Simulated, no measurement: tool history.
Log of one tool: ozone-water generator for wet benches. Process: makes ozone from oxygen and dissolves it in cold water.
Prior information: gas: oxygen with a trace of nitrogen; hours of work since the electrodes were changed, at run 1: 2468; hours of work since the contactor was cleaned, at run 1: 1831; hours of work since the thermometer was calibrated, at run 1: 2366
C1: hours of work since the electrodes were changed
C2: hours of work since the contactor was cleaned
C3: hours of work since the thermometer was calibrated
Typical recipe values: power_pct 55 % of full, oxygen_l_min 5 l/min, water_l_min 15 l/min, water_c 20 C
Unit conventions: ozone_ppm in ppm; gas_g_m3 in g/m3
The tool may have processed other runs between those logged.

Run 1, hour 0: usual settings; C1 2468; C2 1831; C3 2366. Result: ozone_ppm 17.1 ppm, gas_g_m3 162.3 g/m3.
Run 2, hour 51.2: usual settings; C1 2511; C2 1875; C3 2409. Result: ozone_ppm 17.3 ppm, gas_g_m3 161.7 g/m3.
Run 3, hour 131.7: usual settings but oxygen_l_min 4.55 l/min; C1 2580; C2 1944; C3 2478. Result: ozone_ppm 16.9 ppm, gas_g_m3 166.8 g/m3.
Run 4, hour 226.7: usual settings but power_pct 50 % of full, oxygen_l_min 4.55 l/min; C1 2661; C2 2025; C3 2559. Result: ozone_ppm 15.7 ppm, gas_g_m3 155.2 g/m3.
Run 5, hour 293.7: usual settings but oxygen_l_min 3.93 l/min; C1 2718; C2 2082; C3 2616. Result: ozone_ppm 16.8 ppm, gas_g_m3 175.1 g/m3.
Run 6, hour 391.6: usual settings but oxygen_l_min 3.93 l/min; C1 2802; C2 2165; C3 2700. Result: ozone_ppm 16.8 ppm, gas_g_m3 175.2 g/m3.
Run 7, hour 460.5: usual settings but power_pct 76 % of full; C1 2860; C2 2224; C3 2759. Result: ozone_ppm 22.2 ppm, gas_g_m3 211 g/m3.
Run 8, hour 548.4: usual settings but power_pct 73 % of full; C1 2935; C2 2299; C3 2834. Result: ozone_ppm 22 ppm, gas_g_m3 203.8 g/m3.
Run 9, hour 644.5: usual settings but power_pct 73 % of full; C1 3017; C2 2381; C3 2916. Result: ozone_ppm 21.6 ppm, gas_g_m3 205.9 g/m3.
Run 10, hour 753.4: usual settings but power_pct 73 % of full, water_c 17 C; C1 3110; C2 2474; C3 3008. Result: ozone_ppm 23.1 ppm, gas_g_m3 203.2 g/m3.
Run 11, hour 809.8: usual settings; C1 3158; C2 2522; C3 3057. Result: ozone_ppm 17.2 ppm, gas_g_m3 161.2 g/m3.
Run 12, hour 881.2: usual settings but water_c 23 C; C1 3219; C2 2583; C3 3117. Result: ozone_ppm 16.1 ppm, gas_g_m3 161.2 g/m3.
Run 13, hour 973: usual settings but water_l_min 13 l/min; C1 3298; C2 2661; C3 3196. Result: ozone_ppm 19.5 ppm, gas_g_m3 159.5 g/m3.
Run 14, hour 1029.7: usual settings but oxygen_l_min 7.29 l/min, water_l_min 13 l/min; C1 3346; C2 2710; C3 3244. Result: ozone_ppm 19.2 ppm, gas_g_m3 137.9 g/m3.
Run 15, hour 1110.2: usual settings but oxygen_l_min 7.29 l/min, water_l_min 13 l/min; C1 3415; C2 2778; C3 3313. Result: ozone_ppm 19.3 ppm, gas_g_m3 137.7 g/m3.
Run 16, hour 1186.5: usual settings but oxygen_l_min 7.29 l/min, water_l_min 13 l/min; C1 3480; C2 2843; C3 3378. Result: ozone_ppm 19.5 ppm, gas_g_m3 138.9 g/m3.
Run 17, hour 1240.7: usual settings but water_l_min 14 l/min; C1 3526; C2 2889; C3 3424. Result: ozone_ppm 18.2 ppm, gas_g_m3 158.4 g/m3.
Run 18, hour 1287.6: usual settings but power_pct 61 % of full, oxygen_l_min 4.8 l/min, water_l_min 14 l/min, water_c 12 C; C1 3566; C2 2929; C3 3464. Result: ozone_ppm 22.4 ppm, gas_g_m3 177.6 g/m3.
Run 19, hour 1391.4: usual settings but water_c 14 C; C1 3654; C2 3018; C3 3553. Result: ozone_ppm 19 ppm, gas_g_m3 159.8 g/m3.
Run 20, hour 1491: usual settings but power_pct 60 % of full, water_l_min 17 l/min; C1 3739; C2 3103; C3 3638. Result: ozone_ppm 16.8 ppm, gas_g_m3 170.9 g/m3.
Run 21, hour 1591.8: usual settings but power_pct 60 % of full, water_l_min 17 l/min; C1 3825; C2 3189; C3 3724. Result: ozone_ppm 16.8 ppm, gas_g_m3 168.4 g/m3.
Run 22, hour 1650: usual settings but power_pct 41 % of full, oxygen_l_min 3.01 l/min; C1 3875; C2 3239; C3 3773. Result: ozone_ppm 12.1 ppm, gas_g_m3 151.4 g/m3.
Run 23, hour 1727.5: usual settings but power_pct 62 % of full, oxygen_l_min 7.13 l/min; C1 3941; C2 3305; C3 3839. Result: ozone_ppm 19.7 ppm, gas_g_m3 154.3 g/m3.
Run 24, hour 1784.3: usual settings but power_pct 62 % of full, oxygen_l_min 8.72 l/min, water_l_min 11 l/min; C1 3990; C2 3353; C3 3888. Result: ozone_ppm 23.3 ppm, gas_g_m3 142.9 g/m3.
Run 25, hour 1851.7: usual settings but oxygen_l_min 3.56 l/min, water_l_min 14 l/min, water_c 17 C; C1 4047; C2 3411; C3 3945. Result: ozone_ppm 18.1 ppm, gas_g_m3 177.8 g/m3.
Run 26, hour 1934.2: usual settings but power_pct 68 % of full, oxygen_l_min 6.6 l/min, water_l_min 18 l/min, water_c 16 C; C1 4117; C2 3481; C3 4016. Result: ozone_ppm 19.7 ppm, gas_g_m3 170.2 g/m3.
Run 27, hour 2000.8: usual settings but power_pct 74 % of full, oxygen_l_min 4.19 l/min, water_l_min 22 l/min; C1 4174; C2 3538; C3 4072. Result: ozone_ppm 15.3 ppm, gas_g_m3 214.3 g/m3.
At hour 2013.2: gauge calibrated.
Run 28, hour 2059.3: usual settings but power_pct 67 % of full, oxygen_l_min 4.5 l/min, water_l_min 19 l/min; C1 4224; C2 3588; C3 4122. Result: ozone_ppm 16.5 ppm, gas_g_m3 200.1 g/m3.
Run 29, hour 2154.6: usual settings but oxygen_l_min 4.38 l/min, water_c 12 C; C1 4305; C2 3669; C3 4204. Result: ozone_ppm 19.2 ppm, gas_g_m3 169.9 g/m3.
Run 30, hour 2263.5: usual settings but oxygen_l_min 4.38 l/min, water_l_min 14 l/min, water_c 12 C; C1 4398; C2 3762; C3 4297. Result: ozone_ppm 20.3 ppm, gas_g_m3 168.5 g/m3.
At hour 2313.3: water thermometer calibrated.
Run 31, hour 2353.6: usual settings but oxygen_l_min 4.38 l/min, water_l_min 14 l/min, water_c 12 C; C1 4475; C2 3838; C3 34. Result: ozone_ppm 20.2 ppm, gas_g_m3 168 g/m3.
Run 32, hour 2456.1: usual settings but power_pct 48 % of full, oxygen_l_min 6.94 l/min, water_l_min 11 l/min; C1 4562; C2 3926; C3 122. Result: ozone_ppm 19.1 ppm, gas_g_m3 128.3 g/m3.
Run 33, hour 2548.5: usual settings but power_pct 49 % of full, oxygen_l_min 6.94 l/min, water_l_min 11 l/min, water_c 22 C; C1 4641; C2 4005; C3 201. Result: ozone_ppm 18.7 ppm, gas_g_m3 129.8 g/m3.

Forecast each of these 3 alternatives for the next run:
Run A, hour 2641.1: usual settings but power_pct 49 % of full, oxygen_l_min 7.9 l/min, water_l_min 14 l/min, water_c 22 C; C1 4720; C2 4083; C3 280. Result: ozone_ppm ?, gas_g_m3 ?.
Run B, hour 2641.1: usual settings but oxygen_l_min 3.27 l/min, water_l_min 11 l/min, water_c 15 C; C1 4720; C2 4083; C3 280. Result: ozone_ppm ?, gas_g_m3 ?.
Run C, hour 2641.1: usual settings but oxygen_l_min 4.26 l/min, water_c 16 C; C1 4720; C2 4083; C3 280. Result: ozone_ppm ?, gas_g_m3 ?.

run  ozone_ppm  gas_g_m3
  A       16.1     124.8
  B       22.6     187.8
  C         18     171.5
What these runs would have given with no unlogged condition in the tool:
run  ozone_ppm  gas_g_m3
  A       16.1     126.2
  B       22.6     189.9
  C         18     173.4

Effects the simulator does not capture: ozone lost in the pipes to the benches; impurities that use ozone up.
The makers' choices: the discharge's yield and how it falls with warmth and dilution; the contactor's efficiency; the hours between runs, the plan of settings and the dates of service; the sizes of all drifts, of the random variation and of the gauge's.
